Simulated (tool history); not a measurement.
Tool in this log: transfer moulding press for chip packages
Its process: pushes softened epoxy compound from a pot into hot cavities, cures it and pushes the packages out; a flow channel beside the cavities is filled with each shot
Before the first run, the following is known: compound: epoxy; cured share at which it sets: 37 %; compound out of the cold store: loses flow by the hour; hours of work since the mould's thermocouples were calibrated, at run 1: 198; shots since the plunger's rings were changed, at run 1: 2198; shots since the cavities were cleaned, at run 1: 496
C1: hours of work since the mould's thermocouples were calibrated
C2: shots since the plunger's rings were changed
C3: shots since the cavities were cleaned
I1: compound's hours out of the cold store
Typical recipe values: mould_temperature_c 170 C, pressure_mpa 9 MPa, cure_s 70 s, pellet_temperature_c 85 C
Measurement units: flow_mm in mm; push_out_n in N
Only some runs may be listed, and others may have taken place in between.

Run 1, day 0: usual settings; C1 198; C2 2198; C3 496; I1 38.8. Result: flow_mm 638 mm, push_out_n 788 N.
Run 2, day 1.262: usual settings; C1 218; C2 2677; C3 975; I1 31.3. Result: flow_mm 649 mm, push_out_n 946 N.
At day 1.854: cavities cleaned with cleaning compound and waxed.
Run 3, day 2.4: usual settings; C1 236; C2 3087; C3 208; I1 15.8. Result: flow_mm 693 mm, push_out_n 692 N.
Run 4, day 4.296: usual settings; C1 266; C2 3807; C3 928; I1 30.3. Result: flow_mm 648 mm, push_out_n 956 N.
At day 4.988: cavities cleaned with cleaning compound and waxed.
Run 5, day 6.804: usual settings; C1 306; C2 4738; C3 691; I1 8.2. Result: flow_mm 695 mm, push_out_n 943 N.
At day 8.112: cavities cleaned with cleaning compound and waxed.
Run 6, day 8.162: usual settings; C1 327; C2 5231; C3 19; I1 33.8. Result: flow_mm 615 mm, push_out_n 553 N.
Run 7, day 9.975: usual settings; C1 356; C2 5920; C3 708; I1 15.7. Result: flow_mm 642 mm, push_out_n 973 N.
At day 11.354: cavities cleaned with cleaning compound and waxed.
Run 8, day 11.45: usual settings; C1 379; C2 6458; C3 37; I1 25.5. Result: flow_mm 617 mm, push_out_n 562 N.
At day 11.754: plunger's sealing rings changed.
Run 9, day 13.058: usual settings; C1 403; C2 497; C3 608; I1 14.9. Result: flow_mm 724 mm, push_out_n 896 N.
Run 10, day 14.121: usual settings but pellet_temperature_c 86 C; C1 420; C2 901; C3 1012; I1 47.2. Result: flow_mm 631 mm, push_out_n 934 N.
At day 14.625: cavities cleaned with cleaning compound and waxed.
Run 11, day 15.521: usual settings but cure_s 72 s; C1 441; C2 1410; C3 340; I1 22.3. Result: flow_mm 697 mm, push_out_n 768 N.
At day 15.871: mould's thermocouples calibrated.
Run 12, day 17.079: usual settings but pellet_temperature_c 75 C; C1 19; C2 1971; C3 901; I1 36. Result: flow_mm 648 mm, push_out_n 981 N.
At day 17.796: cavities cleaned with cleaning compound and waxed.
Run 13, day 19.4: usual settings but pellet_temperature_c 75 C; C1 56; C2 2830; C3 610; I1 28.6. Result: flow_mm 656 mm, push_out_n 905 N.
At day 20.983: cavities cleaned with cleaning compound and waxed.
Run 14, day 21.642: usual settings but pellet_temperature_c 75 C; C1 91; C2 3659; C3 251; I1 32.8. Result: flow_mm 635 mm, push_out_n 739 N.
At day 24.179: cavities cleaned with cleaning compound and waxed.
Run 15, day 24.188: usual settings but pressure_mpa 10.7 MPa, pellet_temperature_c 75 C; C1 131; C2 4603; C3 3; I1 13.8. Result: flow_mm 743 mm, push_out_n 555 N.
Run 16, day 26.4: usual settings but mould_temperature_c 175 C, pressure_mpa 10.7 MPa, pellet_temperature_c 75 C; C1 167; C2 5445; C3 845; I1 42.2. Result: flow_mm 641 mm, push_out_n 771 N.
At day 27.246: cavities cleaned with cleaning compound and waxed.
Run 17, day 28.379: usual settings but mould_temperature_c 175 C, pressure_mpa 7.86 MPa, cure_s 97 s, pellet_temperature_c 75 C; C1 197; C2 6173; C3 431; I1 33.3. Result: flow_mm 551 mm, push_out_n 571 N.
At day 29.521: plunger's sealing rings changed.
At day 30.483: cavities cleaned with cleaning compound and waxed.
Run 18, day 30.771: usual settings but pressure_mpa 9.15 MPa, cure_s 73 s; C1 233; C2 452; C3 110; I1 40.8. Result: flow_mm 660 mm, push_out_n 561 N.
Run 19, day 32.571: usual settings but mould_temperature_c 173 C, pressure_mpa 9.15 MPa, cure_s 94 s; C1 262; C2 1136; C3 794; I1 43.5. Result: flow_mm 640 mm, push_out_n 655 N.
At day 33.667: cavities cleaned with cleaning compound and waxed.
Run 20, day 33.904: usual settings but pellet_temperature_c 87 C; C1 283; C2 1619; C3 90; I1 43.8. Result: flow_mm 627 mm, push_out_n 593 N.
Run 21, day 36.308: usual settings but pellet_temperature_c 77 C; C1 322; C2 2533; C3 1004; I1 39.7. Result: flow_mm 636 mm, push_out_n 1011 N.
At day 36.729: cavities cleaned with cleaning compound and waxed.
Run 22, day 37.908: usual settings but pellet_temperature_c 77 C; C1 346; C2 3118; C3 448; I1 41.2. Result: flow_mm 633 mm, push_out_n 835 N.
Run 23, day 39.158: usual settings but pellet_temperature_c 94 C; C1 366; C2 3594; C3 924; I1 46.3. Result: flow_mm 596 mm, push_out_n 939 N.
At day 39.808: cavities cleaned with cleaning compound and waxed.
Run 24, day 41.512: usual settings but pellet_temperature_c 94 C; C1 403; C2 4466; C3 648; I1 47.5. Result: flow_mm 583 mm, push_out_n 873 N.
Run 25, day 42.692: usual settings but pressure_mpa 7.9 MPa, cure_s 86 s, pellet_temperature_c 86 C; C1 422; C2 4913; C3 1095; I1 25.2. Result: flow_mm 601 mm, push_out_n 755 N.
At day 42.883: cavities cleaned with cleaning compound and waxed.
At day 44.275: mould's thermocouples calibrated.
Run 26, day 44.904: usual settings but mould_temperature_c 167 C, pressure_mpa 7.11 MPa; C1 10; C2 5700; C3 737; I1 17.5. Result: flow_mm 576 mm, push_out_n 1106 N.

Forecast each of these 5 alternatives for the next run:
At day 46.112: cavities cleaned with cleaning compound and waxed.
Run A, day 46.371: usual settings but mould_temperature_c 162 C, pressure_mpa 7.11 MPa, cure_s 81 s, pellet_temperature_c 83 C; C1 33; C2 6235; C3 98; I1 38.3. Result: flow_mm ?, push_out_n ?.
At day 46.112: cavities cleaned with cleaning compound and waxed.
Run B, day 46.371: usual settings but cure_s 65 s, pellet_temperature_c 82 C; C1 33; C2 6235; C3 98; I1 43.3. Result: flow_mm ?, push_out_n ?.
At day 46.112: cavities cleaned with cleaning compound and waxed.
Run C, day 46.371: usual settings but mould_temperature_c 167 C, pressure_mpa 7.11 MPa, cure_s 57 s, pellet_temperature_c 79 C; C1 33; C2 6235; C3 98; I1 22.4. Result: flow_mm ?, push_out_n ?.
At day 46.112: cavities cleaned with cleaning compound and waxed.
Run D, day 46.371: usual settings but mould_temperature_c 168 C, pressure_mpa 7.11 MPa, pellet_temperature_c 91 C; C1 33; C2 6235; C3 98; I1 12.5. Result: flow_mm ?, push_out_n ?.
At day 46.112: cavities cleaned with cleaning compound and waxed.
Run E, day 46.371: usual settings but mould_temperature_c 174 C, pressure_mpa 6.87 MPa, pellet_temperature_c 95 C; C1 33; C2 6235; C3 98; I1 17.3. Result: flow_mm ?, push_out_n ?.

run  flow_mm  push_out_n
  A      537         715
  B      574         664
  C      561        1200
  D      578         681
  E      550         506
Without the tool's unlogged condition, the same runs would have read:
run  flow_mm  push_out_n
  A      607         613
  B      647         569
  C      632        1030
  D      652         584
  E      621         434

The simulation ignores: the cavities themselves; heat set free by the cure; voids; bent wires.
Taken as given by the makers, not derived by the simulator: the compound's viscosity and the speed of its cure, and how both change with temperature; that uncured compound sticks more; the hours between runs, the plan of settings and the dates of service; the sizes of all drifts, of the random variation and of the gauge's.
